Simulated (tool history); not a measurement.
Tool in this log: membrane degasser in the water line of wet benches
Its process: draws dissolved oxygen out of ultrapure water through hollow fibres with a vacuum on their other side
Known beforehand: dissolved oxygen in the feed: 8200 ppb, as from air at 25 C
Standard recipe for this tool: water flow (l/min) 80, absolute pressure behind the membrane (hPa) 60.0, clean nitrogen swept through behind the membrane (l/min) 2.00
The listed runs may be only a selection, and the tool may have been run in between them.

| run | hour | water flow (l/min) | absolute pressure behind the membrane (hPa) | clean nitrogen swept through behind the membrane (l/min) | dissolved oxygen in the water behind the degasser (ppb) | pressure that the water loses in the fibres (hPa) |
|---|---|---|---|---|---|---|
| 1 | 0.0 | 80 | 60.0 | 2.00 | 449.1 | 527.5 |
| 2 | 222.7 | 80 | 60.0 | 2.00 | 458.3 | 529.3 |
|  | 428.2 | seals of the vacuum lines changed |
| 3 | 440.7 | 80 | 60.0 | 2.00 | 458.2 | 524.1 |
| 4 | 663.9 | 80 | 60.0 | 4.92 | 346.3 | 532.4 |
| 5 | 827.4 | 80 | 60.0 | 4.92 | 335.9 | 530.0 |
| 6 | 1026.4 | 122 | 60.0 | 2.00 | 996.4 | 808.0 |
| 7 | 1154.3 | 122 | 60.0 | 2.00 | 981.8 | 809.8 |
| 8 | 1450.7 | 122 | 60.0 | 2.00 | 1013.8 | 812.9 |
| 9 | 1693.9 | 122 | 60.0 | 2.00 | 1008.5 | 814.4 |
| 10 | 1930.3 | 80 | 144.6 | 2.00 | 1046.0 | 532.1 |
| 11 | 2176.5 | 80 | 144.6 | 2.00 | 1051.1 | 534.4 |
| 12 | 2377.8 | 80 | 60.0 | 2.00 | 463.9 | 534.9 |
| 13 | 2616.4 | 80 | 60.0 | 2.00 | 471.7 | 534.2 |
| 14 | 2784.8 | 80 | 60.0 | 2.00 | 472.0 | 537.3 |

What will run 15 give?
| 15 | 3036.0 | 80 | 60.0 | 4.09 | ? | ? |

{"run 15": {"dissolved oxygen in the water behind the degasser (ppb)": 377.1, "pressure that the water loses in the fibres (hPa)": 538.3}}
With no hidden state in the tool, this same run would have given dissolved oxygen in the water behind the degasser (ppb) 324.2, pressure that the water loses in the fibres (hPa) 509.3.
